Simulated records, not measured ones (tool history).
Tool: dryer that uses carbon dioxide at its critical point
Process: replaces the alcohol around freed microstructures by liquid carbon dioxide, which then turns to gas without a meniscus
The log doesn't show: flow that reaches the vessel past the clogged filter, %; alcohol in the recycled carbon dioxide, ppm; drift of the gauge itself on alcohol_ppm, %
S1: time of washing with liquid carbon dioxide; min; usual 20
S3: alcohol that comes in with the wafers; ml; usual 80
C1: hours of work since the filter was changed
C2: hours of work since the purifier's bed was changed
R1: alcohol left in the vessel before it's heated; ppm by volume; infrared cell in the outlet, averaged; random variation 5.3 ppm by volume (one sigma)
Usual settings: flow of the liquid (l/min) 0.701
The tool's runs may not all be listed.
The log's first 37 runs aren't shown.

run 38 hour=551.5 | S1=13 flow_of_the_liquid_(l/min)=0.596 S3=39 | C1=254 C2=785 | R1=996
run 39 hour=571.2 | S1=13 flow_of_the_liquid_(l/min)=0.596 S3=39 | C1=269 C2=801 | R1=1017
run 40 hour=589.9 | S1=17 flow_of_the_liquid_(l/min)=0.701 S3=80 | C1=284 C2=815 | R1=481
-- hour=602.3 inlet filter changed
run 41 hour=607.3 | S1=17 flow_of_the_liquid_(l/min)=0.701 S3=80 | C1=4 C2=828 | R1=391
run 42 hour=618.7 | S1=17 flow_of_the_liquid_(l/min)=0.701 S3=80 | C1=13 C2=837 | R1=387
run 43 hour=627.4 | S1=20 flow_of_the_liquid_(l/min)=0.822 S3=80 | C1=20 C2=844 | R1=171
run 44 hour=645.8 | S1=32 flow_of_the_liquid_(l/min)=0.781 S3=104 | C1=34 C2=858 | R1=125
run 45 hour=659.6 | S1=16 flow_of_the_liquid_(l/min)=0.445 S3=35 | C1=45 C2=869 | R1=1018
run 46 hour=676.5 | S1=25 flow_of_the_liquid_(l/min)=0.445 S3=35 | C1=58 C2=882 | R1=298

3 ways to go on from here, each from the tool as it stands after run 46. What would each give?
run A hour=696.6 | S1=25 flow_of_the_liquid_(l/min)=0.532 S3=35 | C1=74 C2=898 | R1=?
run B hour=696.6 | S1=14 flow_of_the_liquid_(l/min)=0.445 S3=29 | C1=74 C2=898 | R1=?
run C hour=696.6 | S1=25 flow_of_the_liquid_(l/min)=0.445 S3=22 | C1=74 C2=898 | R1=?

run=A R1=197
run=B R1=1242
run=C R1=240
Without the tool's hidden state the same runs would have given:
run=A R1=64
run=B R1=1060
run=C R1=102
